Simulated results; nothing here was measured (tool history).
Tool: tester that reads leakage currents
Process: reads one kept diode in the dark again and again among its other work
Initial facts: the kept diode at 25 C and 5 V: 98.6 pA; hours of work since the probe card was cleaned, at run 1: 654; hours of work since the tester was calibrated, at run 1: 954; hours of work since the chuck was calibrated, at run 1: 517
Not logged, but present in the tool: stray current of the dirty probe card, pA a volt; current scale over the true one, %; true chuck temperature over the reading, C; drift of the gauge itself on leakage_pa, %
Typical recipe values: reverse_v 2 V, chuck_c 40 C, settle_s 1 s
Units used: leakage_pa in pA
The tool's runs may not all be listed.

run	day	reverse_v	chuck_c	settle_s	hours of work since the probe card was cleaned	hours of work since the tester was calibrated	hours of work since the chuck was calibrated	leakage_pa
1	0	2	40	1	654	954	517	216.44
2	2.317	2	40	1	686	986	549	217.6
3	5.275	2	40	0.94	727	1027	590	217.61
4	7.558	2	40	0.94	759	1058	621	218.7
5	10.083	2	40	0.94	793	1093	656	220.78
6	13.208	2	40	0.94	837	1136	699	219.27
7	15.708	2	40	1	871	1171	734	219.78
8	18.604	2	40	1	911	1211	774	221.57
9	21.283	2	40	1	948	1248	811	222.99
10	22.929	2	40	1	971	1271	833	223.01
11	24.275	2	40	1	989	1289	852	222.96
12	26.508	2	41	1	1020	1320	883	239
13	28.242	2	41	1	1044	1344	907	240.27
14	29.604	2	40	1.06	1063	1363	925	225.35
15	31.896	2	40	1.06	1095	1394	957	226.36
16	33.621	5.79	45	0.43	1118	1418	981	441.88
17	35.254	5.79	44	2.8	1141	1441	1003	411.31
# day 35.575: probe card cleaned and baked
18	38.525	5.79	44	2.8	41	1484	1047	413.68
19	41.492	1.53	40	1.92	82	1525	1088	208.53
20	43.133	2	22	2.55	104	1548	1110	67.87
21	45.804	2	22	2.55	141	1585	1147	67.69
# day 48.438: probe card cleaned and baked, once more
22	49.067	4.64	47	8.37	9	1628	1191	464.81
23	50.654	4.64	47	8.37	31	1650	1213	465.31

Expected results for the next run?
# day 51.588: chuck's temperature calibrated
24	52.042	4.7	40	1.85	49	1668	6	?

{"run 24": {"leakage_pa": 270.05}}
Minus the tool's unlogged condition, the same run would have read leakage_pa 272.6 pA.
